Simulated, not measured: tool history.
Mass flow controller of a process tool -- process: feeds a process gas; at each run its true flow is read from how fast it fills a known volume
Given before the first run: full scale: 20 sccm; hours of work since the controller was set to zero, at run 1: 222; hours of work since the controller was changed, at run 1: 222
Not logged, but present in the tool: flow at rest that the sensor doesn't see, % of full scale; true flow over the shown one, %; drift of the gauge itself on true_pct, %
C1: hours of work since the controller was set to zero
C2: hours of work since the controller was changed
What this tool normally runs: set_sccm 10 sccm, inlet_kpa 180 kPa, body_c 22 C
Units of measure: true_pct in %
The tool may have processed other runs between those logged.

{"run": 1, "hour": 0.0, "set_sccm": 10, "inlet_kpa": 180, "body_c": 22, "C1": 222, "C2": 222, "true_pct": 99.45}
{"run": 2, "hour": 92.6, "set_sccm": 10, "inlet_kpa": 180, "body_c": 33, "C1": 289, "C2": 289, "true_pct": 99.18}
{"run": 3, "hour": 174.0, "set_sccm": 10, "inlet_kpa": 180, "body_c": 33, "C1": 348, "C2": 348, "true_pct": 99.04}
{"run": 4, "hour": 266.9, "set_sccm": 10, "inlet_kpa": 180, "body_c": 33, "C1": 415, "C2": 415, "true_pct": 98.98}
{"run": 5, "hour": 321.4, "set_sccm": 8, "inlet_kpa": 180, "body_c": 33, "C1": 455, "C2": 455, "true_pct": 98.84}
{"run": 6, "hour": 397.0, "set_sccm": 10, "inlet_kpa": 180, "body_c": 25, "C1": 509, "C2": 509, "true_pct": 99.36}
{"run": 7, "hour": 498.5, "set_sccm": 10, "inlet_kpa": 180, "body_c": 25, "C1": 583, "C2": 583, "true_pct": 99.18}
{"run": 8, "hour": 572.2, "set_sccm": 10, "inlet_kpa": 180, "body_c": 25, "C1": 636, "C2": 636, "true_pct": 99.23}
{"run": 9, "hour": 661.4, "set_sccm": 10, "inlet_kpa": 191, "body_c": 22, "C1": 701, "C2": 701, "true_pct": 99.09}
{"run": 10, "hour": 720.6, "set_sccm": 10, "inlet_kpa": 191, "body_c": 22, "C1": 743, "C2": 743, "true_pct": 99.17}
{"run": 11, "hour": 827.1, "set_sccm": 10, "inlet_kpa": 191, "body_c": 22, "C1": 820, "C2": 820, "true_pct": 99.1}
{"run": 12, "hour": 901.0, "set_sccm": 10, "inlet_kpa": 191, "body_c": 22, "C1": 874, "C2": 874, "true_pct": 98.95}
{"run": 13, "hour": 980.4, "set_sccm": 3, "inlet_kpa": 180, "body_c": 22, "C1": 931, "C2": 931, "true_pct": 98.18}
{"run": 14, "hour": 1047.5, "set_sccm": 10, "inlet_kpa": 253, "body_c": 22, "C1": 980, "C2": 980, "true_pct": 98.61}
{"run": 15, "hour": 1109.0, "set_sccm": 10, "inlet_kpa": 180, "body_c": 23, "C1": 1025, "C2": 1025, "true_pct": 98.99}
{"run": 16, "hour": 1196.1, "set_sccm": 6, "inlet_kpa": 185, "body_c": 26, "C1": 1088, "C2": 1088, "true_pct": 98.48}
{"run": 17, "hour": 1303.9, "set_sccm": 6, "inlet_kpa": 185, "body_c": 26, "C1": 1166, "C2": 1166, "true_pct": 98.43}
{"run": 18, "hour": 1421.6, "set_sccm": 6, "inlet_kpa": 213, "body_c": 29, "C1": 1251, "C2": 1251, "true_pct": 97.97}
{"run": 19, "hour": 1483.3, "set_sccm": 10, "inlet_kpa": 182, "body_c": 23, "C1": 1295, "C2": 1295, "true_pct": 98.74}
{"run": 20, "hour": 1582.1, "set_sccm": 10, "inlet_kpa": 182, "body_c": 23, "C1": 1367, "C2": 1367, "true_pct": 98.78}
{"run": 21, "hour": 1694.1, "set_sccm": 5, "inlet_kpa": 182, "body_c": 23, "C1": 1448, "C2": 1448, "true_pct": 98.16}
{"run": 22, "hour": 1756.0, "set_sccm": 5, "inlet_kpa": 182, "body_c": 23, "C1": 1493, "C2": 1493, "true_pct": 98.01}
{"run": 23, "hour": 1884.0, "set_sccm": 5, "inlet_kpa": 182, "body_c": 23, "C1": 1585, "C2": 1585, "true_pct": 97.97}
{"run": 24, "hour": 1993.6, "set_sccm": 8, "inlet_kpa": 176, "body_c": 31, "C1": 1665, "C2": 1665, "true_pct": 98.12}
{"run": 25, "hour": 2069.7, "set_sccm": 7, "inlet_kpa": 277, "body_c": 38, "C1": 1720, "C2": 1720, "true_pct": 97.19}
{"run": 26, "hour": 2191.4, "set_sccm": 9, "inlet_kpa": 179, "body_c": 25, "C1": 1808, "C2": 1808, "true_pct": 98.21}

Run 27 has not been measured yet. What should we expect?
{"run": 27, "hour": 2289.2, "set_sccm": 18, "inlet_kpa": 260, "body_c": 25, "C1": 1879, "C2": 1879, "true_pct": "?"}

{"run 27": {"true_pct": 98.41}}
The same run, on a tool lacking any hidden state, would have yielded true_pct 99.54 %.

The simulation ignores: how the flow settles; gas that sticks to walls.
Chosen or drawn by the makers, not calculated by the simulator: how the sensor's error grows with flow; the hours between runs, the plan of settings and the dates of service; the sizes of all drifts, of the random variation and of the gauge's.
